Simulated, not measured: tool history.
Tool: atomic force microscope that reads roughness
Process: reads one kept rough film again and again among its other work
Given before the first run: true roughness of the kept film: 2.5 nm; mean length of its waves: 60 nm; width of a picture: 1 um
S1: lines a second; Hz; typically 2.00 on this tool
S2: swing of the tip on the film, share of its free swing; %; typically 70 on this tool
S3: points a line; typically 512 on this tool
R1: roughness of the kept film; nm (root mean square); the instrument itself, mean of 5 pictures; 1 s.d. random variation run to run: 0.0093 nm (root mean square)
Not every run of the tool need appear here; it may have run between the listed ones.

run     day    S1  S2   S3     R1
  1   0.000  2.00  70  512  2.314
  2   0.333  2.00  70  512  2.325
  3   1.000  2.00  70  512  2.317
  4   1.329  2.00  70  512  2.306
  5   1.733  2.00  70  512  2.312
  6   2.379  2.00  70  512  2.313
  7   3.062  2.00  70  512  2.302
  8   3.733  2.00  70  512  2.290
  9   4.450  2.00  70  512  2.305
 10   4.904  2.00  70  350  2.274
 11   5.229  2.00  70  350  2.292
      5.708  -- new tip fitted
 12   5.788  2.00  70  350  2.334
 13   6.308  2.00  70  350  2.335
 14   6.767  2.00  70  350  2.332
 15   7.275  2.00  70  350  2.325
 16   7.742  2.00  70  512  2.324
 17   8.162  2.00  70  512  2.323
 18   8.583  2.00  87  512  2.182
 19   9.133  2.00  87  512  2.200
 20   9.425  2.00  87  512  2.173
 21   9.971  2.00  87  512  2.173
 22  10.408  2.00  86  512  2.187
 23  10.892  1.60  70  512  2.324
 24  11.554  2.00  70  512  2.295
 25  12.000  2.00  70  512  2.284
 26  12.712  2.00  70  512  2.303
     13.267  -- new tip fitted
 27  13.283  2.00  70  512  2.313
 28  13.779  2.00  70  512  2.323
 29  14.304  1.10  73  274  2.359
 30  14.829  2.83  61  319  2.329
 31  15.312  2.83  61  319  2.318
 32  15.967  3.17  63  507  2.314
 33  16.467  3.17  63  507  2.324
 34  17.162  1.10  78  501  2.331
 35  17.821  1.10  66  719  2.351
 36  18.342  0.59  66  417  2.350
 37  18.900  2.86  59  285  2.324
 38  19.442  0.97  68  454  2.342
 39  19.908  0.97  68  454  2.340
 40  20.258  1.09  74  267  2.317
     20.833  -- new tip fitted
 41  20.867  1.09  74  267  2.376
 42  21.425  1.09  74  314  2.357
 43  21.971  1.19  74  555  2.344
 44  22.262  3.84  57  688  2.332
 45  22.938  2.30  64  283  2.333
 46  23.229  1.63  63  588  2.365
 47  23.683  1.63  63  588  2.381
 48  24.292  0.59  80  499  2.357
 49  24.833  2.08  60  404  2.345

Below are 3 alternative next runs, each starting from the tool's condition after run 49. Predict each:
  A  25.479  2.00  70  515   ?
  B  25.479  0.80  60  494   ?
  C  25.479  2.00  74  512   ?

run     R1
  A  2.285
  B  2.389
  C  2.271
Had the tool no hidden state, the same runs would have come out as:
run     R1
  A  2.328
  B  2.434
  C  2.314
